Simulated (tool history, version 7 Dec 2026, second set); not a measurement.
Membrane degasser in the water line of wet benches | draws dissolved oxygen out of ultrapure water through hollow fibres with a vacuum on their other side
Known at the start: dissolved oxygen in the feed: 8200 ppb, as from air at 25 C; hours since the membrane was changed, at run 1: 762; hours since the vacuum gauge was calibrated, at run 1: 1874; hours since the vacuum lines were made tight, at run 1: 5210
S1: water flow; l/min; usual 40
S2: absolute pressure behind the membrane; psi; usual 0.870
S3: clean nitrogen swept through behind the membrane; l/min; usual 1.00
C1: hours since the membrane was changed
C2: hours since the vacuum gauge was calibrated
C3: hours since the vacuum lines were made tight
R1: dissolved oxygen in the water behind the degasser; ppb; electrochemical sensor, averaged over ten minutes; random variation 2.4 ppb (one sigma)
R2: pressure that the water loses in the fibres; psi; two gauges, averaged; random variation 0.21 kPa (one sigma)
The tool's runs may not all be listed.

run	hour	S1	S2	S3	C1	C2	C3	R1	R2
1	0.0	40	0.870	1.00	762	1874	5210	260.3	7.236
2	34.6	40	0.870	1.00	797	1909	5245	260.3	7.326
3	66.3	40	0.870	2.42	829	1941	5276	144.3	7.323
4	111.4	40	0.870	2.42	874	1986	5321	144.4	7.292
5	133.7	45	0.870	1.00	896	2008	5344	301.3	8.232
6	176.5	42	0.870	1.00	939	2051	5387	279.1	7.617
7	221.3	42	0.953	1.00	984	2095	5431	323.4	7.696
8	254.5	40	0.614	1.00	1017	2129	5464	125.1	7.234
9	283.0	40	0.614	1.00	1045	2157	5493	124.9	7.287
10	327.9	40	0.844	1.00	1090	2202	5538	250.6	7.295
11	373.2	40	0.844	2.46	1135	2247	5583	137.4	7.217
12	399.0	40	0.870	1.33	1161	2273	5609	214.3	7.351
13	442.5	40	0.870	1.33	1205	2317	5653	216.5	7.306
14	463.8	40	0.870	1.00	1226	2338	5674	260.6	7.319
15	502.4	40	0.870	1.00	1265	2377	5712	262.0	7.220
16	538.0	40	0.870	1.00	1300	2412	5748	263.7	7.263
17	589.0	40	0.870	1.38	1351	2463	5799	211.9	7.263
18	611.3	34	1.260	2.06	1374	2485	5821	222.3	6.190
19	652.6	30	0.738	1.00	1415	2527	5863	134.9	5.448
20	703.2	40	0.682	0.47	1465	2577	5913	253.2	7.323
21	735.0	61	1.595	0.42	1497	2609	5945	1488.1	11.123
22	758.3	61	1.595	0.42	1521	2632	5968	1465.7	11.123
23	796.8	61	1.595	0.42	1559	2671	6007	1493.8	11.172
24	848.2	60	0.621	0.57	1610	2722	6058	340.8	10.982
25	884.8	60	0.621	0.57	1647	2759	6095	339.5	10.971
26	915.5	52	0.621	0.57	1678	2790	6125	267.9	9.448
27	949.5	40	1.778	1.31	1712	2824	6159	582.5	7.339
28	992.8	40	1.778	1.31	1755	2867	6203	585.8	7.333
29	1029.2	33	1.778	2.03	1791	2903	6239	345.2	6.015
30	1063.5	46	2.125	2.03	1826	2938	6274	601.5	8.366
31	1087.1	42	1.996	1.58	1849	2961	6297	603.7	7.661
32	1134.4	29	1.996	0.49	1897	3009	6344	1068.2	5.356

Some steps in R1 between neighbouring runs. How much of each would the tool show without its hidden state too (settings, what came in, random variation), and how much is left for the hidden state, with any gauge scatter that isn't in both results?
The hidden state here: membrane still open, %; true pressure behind the membrane over the reading, kPa; air that leaks in behind the membrane, l/min; drift of the gauge itself on oxygen_ppb, %; drift of the gauge itself on loss_of_pressure_kpa, %.
Run 19 -> 20: S1 30 -> 40, S2 0.738 -> 0.682, S3 1.00 -> 0.47. R1 +118.3 ppb: hidden state +8.2, all else +110.1.
Run 20 -> 21: S1 40 -> 61, S2 0.682 -> 1.595, S3 0.47 -> 0.42. R1 +1234.9 ppb: hidden state -0.3, all else +1235.2.
Run 23 -> 24: S1 61 -> 60, S2 1.595 -> 0.621, S3 0.42 -> 0.57. R1 -1153.0 ppb: hidden state +6.5, all else -1159.5.
Run 26 -> 27: S1 52 -> 40, S2 0.621 -> 1.778, S3 0.57 -> 1.31. R1 +314.6 ppb: hidden state -10.7, all else +325.3.
Run 31 -> 32: S1 42 -> 29, S3 1.58 -> 0.49. R1 +464.5 ppb: hidden state +1.0, all else +463.5.
